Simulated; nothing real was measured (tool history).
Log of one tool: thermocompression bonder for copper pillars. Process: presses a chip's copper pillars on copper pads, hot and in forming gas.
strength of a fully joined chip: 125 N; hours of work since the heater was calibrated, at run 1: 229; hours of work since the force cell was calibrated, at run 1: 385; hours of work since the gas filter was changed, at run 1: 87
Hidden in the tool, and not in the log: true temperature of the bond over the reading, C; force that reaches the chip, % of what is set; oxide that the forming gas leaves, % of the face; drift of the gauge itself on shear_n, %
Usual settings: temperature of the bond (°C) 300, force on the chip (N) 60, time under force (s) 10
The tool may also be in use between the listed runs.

| run | hour | temperature of the bond (°C) | force on the chip (N) | time under force (s) | hours of work since the heater was calibrated | hours of work since the force cell was calibrated | hours of work since the gas filter was changed | force that shears a chip off (N) |
|---|---|---|---|---|---|---|---|---|
| 1 | 0.0 | 300 | 60 | 10 | 229 | 385 | 87 | 59.7 |
| 2 | 7.7 | 279 | 60 | 10 | 236 | 391 | 93 | 46.2 |
| 3 | 19.1 | 279 | 60 | 10 | 245 | 400 | 102 | 46.5 |
| 4 | 28.0 | 279 | 60 | 10 | 252 | 408 | 109 | 44.8 |
| 5 | 34.6 | 279 | 60 | 10 | 257 | 413 | 115 | 46.4 |
| 6 | 43.4 | 279 | 60 | 10 | 264 | 420 | 122 | 45.5 |
| 7 | 53.7 | 279 | 60 | 10 | 272 | 428 | 130 | 44.9 |
| 8 | 63.5 | 279 | 60 | 10 | 280 | 436 | 138 | 45.8 |
| 9 | 70.0 | 279 | 60 | 10 | 285 | 441 | 143 | 46.0 |
| 10 | 77.8 | 279 | 60 | 10 | 291 | 447 | 149 | 44.8 |
| 11 | 92.2 | 300 | 60 | 10 | 303 | 458 | 160 | 60.1 |
|  | 100.2 | forming gas filter changed |
| 12 | 100.8 | 300 | 60 | 10 | 309 | 465 | 1 | 61.3 |
| 13 | 111.5 | 323 | 60 | 10 | 317 | 473 | 9 | 76.0 |
| 14 | 123.4 | 323 | 60 | 10 | 327 | 483 | 18 | 77.7 |
| 15 | 130.5 | 323 | 60 | 10 | 333 | 488 | 24 | 78.1 |
| 16 | 137.0 | 323 | 60 | 10 | 338 | 494 | 29 | 75.6 |
| 17 | 146.7 | 323 | 60 | 10 | 345 | 501 | 37 | 76.8 |
| 18 | 158.8 | 323 | 60 | 10 | 355 | 511 | 47 | 78.4 |
| 19 | 170.0 | 323 | 60 | 10 | 364 | 520 | 55 | 77.7 |
| 20 | 177.6 | 323 | 60 | 10 | 370 | 526 | 61 | 75.9 |
| 21 | 190.4 | 323 | 60 | 10 | 380 | 536 | 72 | 77.5 |
| 22 | 204.6 | 323 | 60 | 10 | 391 | 547 | 83 | 77.8 |
| 23 | 213.7 | 323 | 49 | 22 | 399 | 554 | 90 | 86.2 |
| 24 | 227.8 | 281 | 60 | 18 | 410 | 566 | 101 | 58.7 |
| 25 | 239.6 | 281 | 60 | 18 | 419 | 575 | 111 | 59.1 |
| 26 | 253.3 | 277 | 65 | 14 | 430 | 586 | 121 | 53.0 |
| 27 | 262.1 | 305 | 65 | 14 | 437 | 593 | 128 | 75.1 |
| 28 | 268.7 | 305 | 65 | 14 | 442 | 598 | 134 | 72.7 |
| 29 | 279.2 | 289 | 60 | 9 | 451 | 606 | 142 | 51.1 |
| 30 | 287.3 | 289 | 60 | 9 | 457 | 613 | 148 | 51.0 |
| 31 | 295.1 | 294 | 60 | 9 | 463 | 619 | 155 | 53.7 |
| 32 | 307.1 | 300 | 78 | 25 | 473 | 628 | 164 | 91.4 |
|  | 310.9 | forming gas filter changed |
| 33 | 315.5 | 280 | 60 | 10 | 479 | 635 | 4 | 46.3 |
| 34 | 325.0 | 280 | 57 | 19 | 486 | 642 | 11 | 56.8 |
| 35 | 337.4 | 278 | 55 | 19 | 496 | 652 | 21 | 54.1 |
| 36 | 352.0 | 292 | 46 | 10 | 508 | 664 | 33 | 44.0 |
| 37 | 366.6 | 318 | 66 | 26 | 519 | 675 | 44 | 97.7 |
| 38 | 372.6 | 318 | 66 | 26 | 524 | 680 | 49 | 98.2 |
| 39 | 380.1 | 318 | 66 | 26 | 530 | 686 | 55 | 98.3 |
| 40 | 386.6 | 281 | 66 | 6 | 535 | 691 | 60 | 40.4 |
| 41 | 392.9 | 273 | 40 | 8 | 540 | 696 | 65 | 27.7 |

Hidden state or all else? Some run-to-run changes of force that shears a chip off (N), split into what the settings, what came in and random variation would give without the hidden state, and what is left for the hidden state (with any gauge scatter that isn't in both results):
Run 11 -> 12: forming gas filter changed. force that shears a chip off (N) +1.2: hidden state +0.4, all else +0.8.
Run 31 -> 32: temperature of the bond (°C) 294 -> 300, force on the chip (N) 60 -> 78, time under force (s) 9 -> 25. force that shears a chip off (N) +37.7: hidden state -0.3, all else +38.0.
Run 32 -> 33: temperature of the bond (°C) 300 -> 280, force on the chip (N) 78 -> 60, time under force (s) 25 -> 10, forming gas filter changed. force that shears a chip off (N) -45.1: hidden state +0.6, all else -45.7.
Run 36 -> 37: temperature of the bond (°C) 292 -> 318, force on the chip (N) 46 -> 66, time under force (s) 10 -> 26. force that shears a chip off (N) +53.7: hidden state -0.1, all else +53.8.
Run 39 -> 40: temperature of the bond (°C) 318 -> 281, time under force (s) 26 -> 6. force that shears a chip off (N) -57.9: hidden state +0.2, all else -58.1.

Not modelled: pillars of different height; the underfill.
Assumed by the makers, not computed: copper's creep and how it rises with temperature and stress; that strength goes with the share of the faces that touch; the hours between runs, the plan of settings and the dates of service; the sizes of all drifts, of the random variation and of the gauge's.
